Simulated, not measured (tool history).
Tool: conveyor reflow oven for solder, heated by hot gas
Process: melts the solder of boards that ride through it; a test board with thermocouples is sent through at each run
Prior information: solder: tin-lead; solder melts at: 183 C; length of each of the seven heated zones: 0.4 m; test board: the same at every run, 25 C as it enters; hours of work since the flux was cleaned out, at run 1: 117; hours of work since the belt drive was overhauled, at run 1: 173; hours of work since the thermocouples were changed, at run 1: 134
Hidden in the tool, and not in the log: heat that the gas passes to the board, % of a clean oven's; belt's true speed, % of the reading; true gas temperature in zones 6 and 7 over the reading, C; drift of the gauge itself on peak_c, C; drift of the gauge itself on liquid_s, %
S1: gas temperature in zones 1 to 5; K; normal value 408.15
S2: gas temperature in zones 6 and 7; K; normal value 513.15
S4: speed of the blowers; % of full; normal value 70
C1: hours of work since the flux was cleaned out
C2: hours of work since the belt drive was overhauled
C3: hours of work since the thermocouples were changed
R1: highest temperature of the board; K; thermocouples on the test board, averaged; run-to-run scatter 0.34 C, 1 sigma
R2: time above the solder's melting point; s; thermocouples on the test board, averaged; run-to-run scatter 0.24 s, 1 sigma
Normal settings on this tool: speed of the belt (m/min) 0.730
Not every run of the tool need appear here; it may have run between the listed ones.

{"run": 1, "hour": 0.0, "S1": 408.15, "S2": 513.15, "speed of the belt (m/min)": 0.73, "S4": 70, "C1": 117, "C2": 173, "C3": 134, "R1": 494.25, "R2": 50.9}
{"run": 2, "hour": 11.3, "S1": 408.15, "S2": 513.15, "speed of the belt (m/min)": 0.73, "S4": 70, "C1": 123, "C2": 180, "C3": 140, "R1": 494.75, "R2": 50.8}
{"run": 3, "hour": 20.5, "S1": 408.15, "S2": 513.15, "speed of the belt (m/min)": 0.73, "S4": 57, "C1": 128, "C2": 185, "C3": 146, "R1": 490.05, "R2": 48.0}
{"run": 4, "hour": 31.3, "S1": 408.15, "S2": 513.15, "speed of the belt (m/min)": 0.73, "S4": 57, "C1": 134, "C2": 191, "C3": 151, "R1": 490.15, "R2": 47.8}
{"run": 5, "hour": 40.6, "S1": 408.15, "S2": 513.15, "speed of the belt (m/min)": 0.73, "S4": 70, "C1": 139, "C2": 196, "C3": 157, "R1": 494.45, "R2": 51.0}
{"run": 6, "hour": 57.4, "S1": 408.15, "S2": 513.15, "speed of the belt (m/min)": 0.73, "S4": 70, "C1": 149, "C2": 205, "C3": 166, "R1": 494.45, "R2": 51.2}
{"run": 7, "hour": 71.1, "S1": 408.15, "S2": 525.15, "speed of the belt (m/min)": 0.73, "S4": 70, "C1": 156, "C2": 212, "C3": 173, "R1": 504.75, "R2": 56.5}
{"run": 8, "hour": 89.5, "S1": 408.15, "S2": 513.15, "speed of the belt (m/min)": 0.73, "S4": 70, "C1": 166, "C2": 223, "C3": 183, "R1": 494.55, "R2": 50.7}
{"run": 9, "hour": 99.3, "S1": 408.15, "S2": 513.15, "speed of the belt (m/min)": 0.73, "S4": 70, "C1": 172, "C2": 228, "C3": 189, "R1": 494.35, "R2": 50.6}
{"run": 10, "hour": 107.2, "S1": 408.15, "S2": 513.15, "speed of the belt (m/min)": 0.73, "S4": 70, "C1": 176, "C2": 232, "C3": 193, "R1": 494.15, "R2": 50.9}
{"run": 11, "hour": 118.1, "S1": 408.15, "S2": 513.15, "speed of the belt (m/min)": 0.73, "S4": 70, "C1": 182, "C2": 238, "C3": 199, "R1": 494.85, "R2": 51.0}
{"run": 12, "hour": 135.1, "S1": 408.15, "S2": 513.15, "speed of the belt (m/min)": 0.73, "S4": 70, "C1": 191, "C2": 248, "C3": 208, "R1": 494.45, "R2": 51.0}
{"run": 13, "hour": 154.2, "S1": 408.15, "S2": 520.15, "speed of the belt (m/min)": 0.73, "S4": 70, "C1": 202, "C2": 258, "C3": 219, "R1": 499.95, "R2": 53.9}
{"run": 14, "hour": 167.2, "S1": 408.15, "S2": 505.15, "speed of the belt (m/min)": 0.73, "S4": 70, "C1": 209, "C2": 265, "C3": 226, "R1": 487.75, "R2": 46.7}
{"run": 15, "hour": 178.1, "S1": 408.15, "S2": 513.15, "speed of the belt (m/min)": 0.73, "S4": 70, "C1": 215, "C2": 271, "C3": 232, "R1": 494.55, "R2": 50.6}
{"run": 16, "hour": 187.9, "S1": 408.15, "S2": 513.15, "speed of the belt (m/min)": 0.73, "S4": 70, "C1": 220, "C2": 277, "C3": 237, "R1": 495.05, "R2": 51.0}
{"run": 17, "hour": 201.6, "S1": 407.15, "S2": 519.15, "speed of the belt (m/min)": 0.619, "S4": 64, "C1": 228, "C2": 284, "C3": 245, "R1": 504.35, "R2": 65.4}
{"run": 18, "hour": 216.8, "S1": 407.15, "S2": 519.15, "speed of the belt (m/min)": 0.619, "S4": 64, "C1": 236, "C2": 293, "C3": 253, "R1": 504.05, "R2": 65.9}
{"run": 19, "hour": 232.3, "S1": 407.15, "S2": 519.15, "speed of the belt (m/min)": 0.619, "S4": 64, "C1": 245, "C2": 301, "C3": 262, "R1": 503.85, "R2": 65.9}
{"run": 20, "hour": 251.1, "S1": 423.15, "S2": 507.15, "speed of the belt (m/min)": 0.636, "S4": 79, "C1": 255, "C2": 311, "C3": 272, "R1": 496.85, "R2": 66.2}
{"run": 21, "hour": 267.6, "S1": 401.15, "S2": 507.15, "speed of the belt (m/min)": 0.866, "S4": 70, "C1": 264, "C2": 320, "C3": 281, "R1": 481.15, "R2": 32.1}
{"run": 22, "hour": 277.8, "S1": 401.15, "S2": 507.15, "speed of the belt (m/min)": 0.866, "S4": 70, "C1": 270, "C2": 326, "C3": 287, "R1": 481.55, "R2": 31.8}
{"run": 23, "hour": 295.7, "S1": 401.15, "S2": 507.15, "speed of the belt (m/min)": 0.766, "S4": 84, "C1": 280, "C2": 336, "C3": 297, "R1": 489.55, "R2": 43.9}
{"run": 24, "hour": 307.8, "S1": 395.15, "S2": 511.15, "speed of the belt (m/min)": 0.766, "S4": 84, "C1": 286, "C2": 343, "C3": 303, "R1": 492.05, "R2": 44.4}
{"run": 25, "hour": 323.8, "S1": 408.15, "S2": 521.15, "speed of the belt (m/min)": 0.723, "S4": 61, "C1": 295, "C2": 351, "C3": 312, "R1": 499.25, "R2": 53.3}
{"run": 26, "hour": 335.8, "S1": 410.15, "S2": 512.15, "speed of the belt (m/min)": 0.83, "S4": 61, "C1": 302, "C2": 358, "C3": 319, "R1": 486.15, "R2": 39.0}
{"run": 27, "hour": 346.2, "S1": 415.15, "S2": 523.15, "speed of the belt (m/min)": 0.784, "S4": 81, "C1": 307, "C2": 364, "C3": 324, "R1": 504.45, "R2": 53.7}
{"run": 28, "hour": 354.1, "S1": 415.15, "S2": 523.15, "speed of the belt (m/min)": 0.784, "S4": 81, "C1": 312, "C2": 368, "C3": 329, "R1": 504.35, "R2": 53.9}

Estimate the outcome of run 29 from the log above:
{"run": 29, "hour": 364.3, "S1": 408.15, "S2": 507.15, "speed of the belt (m/min)": 0.776, "S4": 89, "C1": 317, "C2": 373, "C3": 334, "R1": "?", "R2": "?"}

Run 29 gave R1 491.75 K, R2 46.3 s.
Had the tool carried no hidden state, the very same run would have given R1 491.75 K, R2 46.4 s.
